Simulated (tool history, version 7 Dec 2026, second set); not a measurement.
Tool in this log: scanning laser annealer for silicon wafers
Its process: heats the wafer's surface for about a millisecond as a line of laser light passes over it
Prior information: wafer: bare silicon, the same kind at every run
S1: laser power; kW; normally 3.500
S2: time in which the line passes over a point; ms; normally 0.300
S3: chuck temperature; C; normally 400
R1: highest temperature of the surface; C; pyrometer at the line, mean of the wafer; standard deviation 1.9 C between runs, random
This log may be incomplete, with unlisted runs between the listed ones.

run 1 hour=0.0 | S1=3.500 S2=0.300 S3=400 | R1=1201
run 2 hour=7.1 | S1=3.500 S2=0.300 S3=426 | R1=1225
run 3 hour=23.5 | S1=3.500 S2=0.300 S3=426 | R1=1227
run 4 hour=37.1 | S1=3.500 S2=0.300 S3=426 | R1=1220
run 5 hour=44.5 | S1=3.500 S2=0.300 S3=426 | R1=1223
run 6 hour=54.2 | S1=3.500 S2=0.300 S3=400 | R1=1195
run 7 hour=69.6 | S1=3.582 S2=0.300 S3=400 | R1=1212
run 8 hour=80.7 | S1=3.582 S2=0.300 S3=400 | R1=1214
run 9 hour=94.7 | S1=3.582 S2=0.300 S3=400 | R1=1212
run 10 hour=102.2 | S1=3.537 S2=0.300 S3=438 | R1=1241
run 11 hour=119.2 | S1=2.998 S2=0.261 S3=409 | R1=1035
run 12 hour=130.4 | S1=3.056 S2=0.270 S3=399 | R1=1046
run 13 hour=138.8 | S1=3.420 S2=0.345 S3=380 | R1=1199
run 14 hour=146.4 | S1=3.630 S2=0.300 S3=400 | R1=1221
run 15 hour=159.5 | S1=3.630 S2=0.320 S3=437 | R1=1280
run 16 hour=168.0 | S1=3.630 S2=0.320 S3=437 | R1=1277
-- hour=175.0 window over the wafer cleaned
run 17 hour=177.6 | S1=2.984 S2=0.228 S3=384 | R1=999

Predict each of these 3 candidate next runs independently; none follows another, all start after run 17:
run A hour=188.4 | S1=2.988 S2=0.300 S3=366 | R1=?
run B hour=188.4 | S1=2.984 S2=0.293 S3=384 | R1=?
run C hour=188.4 | S1=2.984 S2=0.221 S3=384 | R1=?

run=A R1=1064
run=B R1=1069
run=C R1=992
What these runs would have given with no unlogged condition in the tool:
run=A R1=1074
run=B R1=1079
run=C R1=1001
